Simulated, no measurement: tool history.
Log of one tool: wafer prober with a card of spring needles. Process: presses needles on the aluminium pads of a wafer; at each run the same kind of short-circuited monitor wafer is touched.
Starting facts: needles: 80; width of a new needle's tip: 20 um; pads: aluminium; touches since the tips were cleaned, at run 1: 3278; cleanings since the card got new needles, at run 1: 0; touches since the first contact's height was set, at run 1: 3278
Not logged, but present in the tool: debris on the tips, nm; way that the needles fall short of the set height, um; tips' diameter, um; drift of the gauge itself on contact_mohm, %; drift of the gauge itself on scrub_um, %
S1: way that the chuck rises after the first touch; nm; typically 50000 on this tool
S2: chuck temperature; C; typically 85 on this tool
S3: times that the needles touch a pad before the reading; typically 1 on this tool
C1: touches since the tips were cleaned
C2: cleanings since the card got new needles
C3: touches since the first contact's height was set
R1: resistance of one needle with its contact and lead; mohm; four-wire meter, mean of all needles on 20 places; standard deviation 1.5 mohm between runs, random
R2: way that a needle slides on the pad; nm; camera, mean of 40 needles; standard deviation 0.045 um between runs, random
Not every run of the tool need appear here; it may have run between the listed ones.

run	hour	S1	S2	S3	C1	C2	C3	R1	R2
1	0.0	50000	85	1	3278	0	3278	209	8600
# hour 11.8: tips cleaned on abrasive film
2	11.8	50000	85	1	0	1	7593	144	8570
3	25.6	50000	85	1	5104	1	12697	245	8520
# hour 32.8: tips cleaned on abrasive film
4	32.9	50000	27	1	40	2	15376	134	8550
5	42.2	50000	27	1	3454	2	18790	220	8530
# hour 53.5: tips cleaned on abrasive film
6	56.1	33000	85	1	967	3	23886	234	5570
7	68.7	50000	85	1	5636	3	28555	258	8510
# hour 74.5: tips cleaned on abrasive film
8	84.6	50000	85	2	3719	4	34369	192	8440
# hour 95.5: tips cleaned on abrasive film
9	97.3	50000	85	2	662	5	39037	157	8390
10	112.3	50000	85	2	6215	5	44590	215	8430
# hour 116.2: tips cleaned on abrasive film
11	123.8	31000	85	1	2804	6	48779	362	5210
12	134.3	50000	85	1	6697	6	52672	269	8380
# hour 136.8: tips cleaned on abrasive film
13	141.0	50000	85	3	1559	7	55098	155	8380
14	148.1	50000	85	3	4193	7	57732	172	8380
# hour 157.3: tips cleaned on abrasive film
15	164.1	50000	85	1	2537	8	63614	212	8350
16	175.0	50000	85	1	6561	8	67638	271	8420
# hour 178.8: tips cleaned on abrasive film
17	182.6	50000	85	1	1429	9	70408	194	8360
18	194.7	52000	34	3	5906	9	74885	175	8730
# hour 200.3: tips cleaned on abrasive film
19	210.1	56000	89	1	3614	10	80532	212	9340
20	220.2	66000	41	2	7318	10	84236	175	11080
# hour 221.1: tips cleaned on abrasive film
21	228.4	66000	41	2	2708	11	87238	150	11050
# hour 241.6: tips cleaned on abrasive film
22	244.3	66000	41	2	998	12	93076	140	11040
23	252.4	66000	61	2	3990	12	96068	163	11060
# hour 262.4: tips cleaned on abrasive film
24	265.6	66000	61	2	1184	13	100923	139	11040
25	279.0	66000	61	2	6120	13	105859	173	11080
# hour 283.1: tips cleaned on abrasive film
26	292.2	66000	61	2	3357	14	110686	159	10970
# hour 304.1: tips cleaned on abrasive film
27	304.7	47000	48	1	226	15	115277	154	7800

Estimate the outcome of run 28 from the log above:
28	315.8	50000	40	2	4340	15	119391	?	?

{"run 28": {"R1": 204, "R2": 8350}}
Take away the tool's hidden state, keep the run-to-run variation as it was, and the same run would have given R1 125 mohm, R2 8640 nm.

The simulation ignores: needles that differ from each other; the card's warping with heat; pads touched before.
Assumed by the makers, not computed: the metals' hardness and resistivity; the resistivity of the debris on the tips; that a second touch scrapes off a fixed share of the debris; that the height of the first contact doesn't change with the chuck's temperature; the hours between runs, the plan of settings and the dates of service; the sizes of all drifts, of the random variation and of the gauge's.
